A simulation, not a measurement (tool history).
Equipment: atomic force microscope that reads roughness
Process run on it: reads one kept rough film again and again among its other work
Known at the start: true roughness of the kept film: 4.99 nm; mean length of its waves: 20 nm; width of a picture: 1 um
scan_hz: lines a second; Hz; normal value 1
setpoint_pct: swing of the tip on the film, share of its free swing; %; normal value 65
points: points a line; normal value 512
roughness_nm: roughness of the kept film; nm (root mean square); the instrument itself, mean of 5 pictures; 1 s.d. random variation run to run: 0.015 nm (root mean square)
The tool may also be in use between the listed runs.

run 1 hour=0 | scan_hz=1 setpoint_pct=65 points=512 | roughness_nm=2.895
run 2 hour=12.7 | scan_hz=1 setpoint_pct=65 points=512 | roughness_nm=2.861
run 3 hour=29.2 | scan_hz=1 setpoint_pct=65 points=512 | roughness_nm=2.818
run 4 hour=38.1 | scan_hz=1 setpoint_pct=65 points=512 | roughness_nm=2.784
run 5 hour=52.8 | scan_hz=1 setpoint_pct=65 points=395 | roughness_nm=2.702
run 6 hour=65.6 | scan_hz=1.53 setpoint_pct=65 points=512 | roughness_nm=2.68

Run 7, settings as shown, results not yet in. Your forecast:
run 7 hour=83 | scan_hz=1 setpoint_pct=61 points=512 | roughness_nm=?

roughness_nm: 2.65 nm (root mean square)
With no hidden state in the tool, this same run would have given roughness_nm 3.648 nm (root mean square).

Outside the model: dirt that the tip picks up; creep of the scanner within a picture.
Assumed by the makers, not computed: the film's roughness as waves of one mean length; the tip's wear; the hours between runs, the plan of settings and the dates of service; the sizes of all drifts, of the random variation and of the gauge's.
